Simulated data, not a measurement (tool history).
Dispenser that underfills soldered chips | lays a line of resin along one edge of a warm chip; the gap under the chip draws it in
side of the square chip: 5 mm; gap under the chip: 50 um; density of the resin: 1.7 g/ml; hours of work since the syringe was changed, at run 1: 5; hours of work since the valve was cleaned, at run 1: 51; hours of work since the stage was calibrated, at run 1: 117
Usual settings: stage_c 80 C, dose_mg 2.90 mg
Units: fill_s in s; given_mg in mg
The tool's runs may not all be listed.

run   hour  stage_c  dose_mg  hours of work since the syringe was changed  hours of work since the valve was cleaned  hours of work since the stage was calibrated  fill_s  given_mg
  1    0.0       80     2.90                                            5                                         51                                           117    23.1      2.76
       5.6  -- new syringe of resin
  2    5.6       80     2.90                                            0                                         55                                           121    15.1      2.73
  3    8.7       80     2.90                                            2                                         57                                           123    18.1      2.68
  4   11.3       80     2.90                                            4                                         59                                           125    21.4      2.71
  5   14.7       80     2.90                                            7                                         61                                           128    26.7      2.73
      17.8  -- new syringe of resin
  6   18.9       80     2.90                                            1                                         64                                           130    16.1      2.68
  7   22.8       80     2.90                                            4                                         67                                           133    20.1      2.66
      25.6  -- dispensing valve cleaned and set on the balance
  8   27.9       70     2.90                                            6                                          2                                           136    42.9      2.88
  9   30.2       70     2.53                                            8                                          3                                           138    50.2      2.48
      31.1  -- new syringe of resin
 10   35.2       80     2.90                                            3                                          7                                           141    18.6      2.86
 11   39.0       80     2.90                                            6                                          9                                           144    23.8      2.84
      43.5  -- new syringe of resin
 12   44.2       80     2.96                                            1                                         13                                           147    15.3      2.92
 13   46.6       80     2.96                                            2                                         15                                           149    18.3      2.90
 14   50.7       80     2.90                                            5                                         17                                           152    23.1      2.81
 15   54.0       80     3.45                                            7                                         20                                           154    28.2      3.41
      56.1  -- new syringe of resin
 16   59.5       80     3.45                                            2                                         23                                           158    17.8      3.34
 17   64.3       80     3.45                                            6                                         27                                           161    23.3      3.35
      68.3  -- new syringe of resin
 18   68.4       80     3.45                                            0                                         30                                           164    14.1      3.36
 19   72.8       80     3.45                                            3                                         33                                           167    18.8      3.33
 20   78.2       80     3.45                                            7                                         36                                           171    26.9      3.35
      80.7  -- new syringe of resin
 21   82.5       80     3.45                                            1                                         39                                           174    16.0      3.32
 22   85.6       80     3.45                                            3                                         41                                           176    19.2      3.31
 23   89.9       80     3.45                                            7                                         45                                           179    26.1      3.28
      93.2  -- new syringe of resin
 24   94.3       93     3.09                                            1                                         47                                           182     8.4      2.90
 25   98.2       73     2.69                                            4                                         50                                           185    29.5      2.56
 26  102.3       80     3.31                                            6                                         53                                           187    24.9      3.16
 27  104.9       79     2.88                                            8                                         55                                           189    32.3      2.77
     105.5  -- new syringe of resin
 28  107.8       82     3.25                                            2                                         57                                           191    15.1      3.10
 29  110.3       80     3.25                                            3                                         59                                           193    21.2      3.06
 30  115.3       88     3.48                                            7                                         62                                           196    18.2      3.26
     118.0  -- new syringe of resin
 31  118.2       88     3.48                                            0                                         64                                           198    10.2      3.29
 32  121.5       85     3.41                                            2                                         66                                           201    14.3      3.19
     124.9  -- dispensing valve cleaned and set on the balance
 33  126.7       85     3.41                                            5                                          1                                           204    18.8      3.43
 34  129.2       75     2.66                                            7                                          3                                           205    38.1      2.62
     131.6  -- new syringe of resin
 35  132.6       75     2.66                                            1                                          5                                           208    21.1      2.63
 36  135.9       75     2.97                                            3                                          8                                           210    24.7      3.00
 37  140.3       75     2.97                                            6                                         11                                           213    32.8      2.96

Forecast each of these 3 alternatives for the next run:
     144.1  -- new syringe of resin
  A  144.9       94     3.06                                            1                                         14                                           216       ?         ?
     144.1  -- new syringe of resin
  B  144.9       80     2.85                                            1                                         14                                           216       ?         ?
     144.1  -- new syringe of resin
  C  144.9       80     2.76                                            1                                         14                                           216       ?         ?

run  fill_s  given_mg
  A     7.8      3.02
  B    15.2      2.81
  C    16.1      2.72
Without the tool's hidden state the same runs would have given:
run  fill_s  given_mg
  A     7.0      3.05
  B    13.5      2.84
  C    14.4      2.75

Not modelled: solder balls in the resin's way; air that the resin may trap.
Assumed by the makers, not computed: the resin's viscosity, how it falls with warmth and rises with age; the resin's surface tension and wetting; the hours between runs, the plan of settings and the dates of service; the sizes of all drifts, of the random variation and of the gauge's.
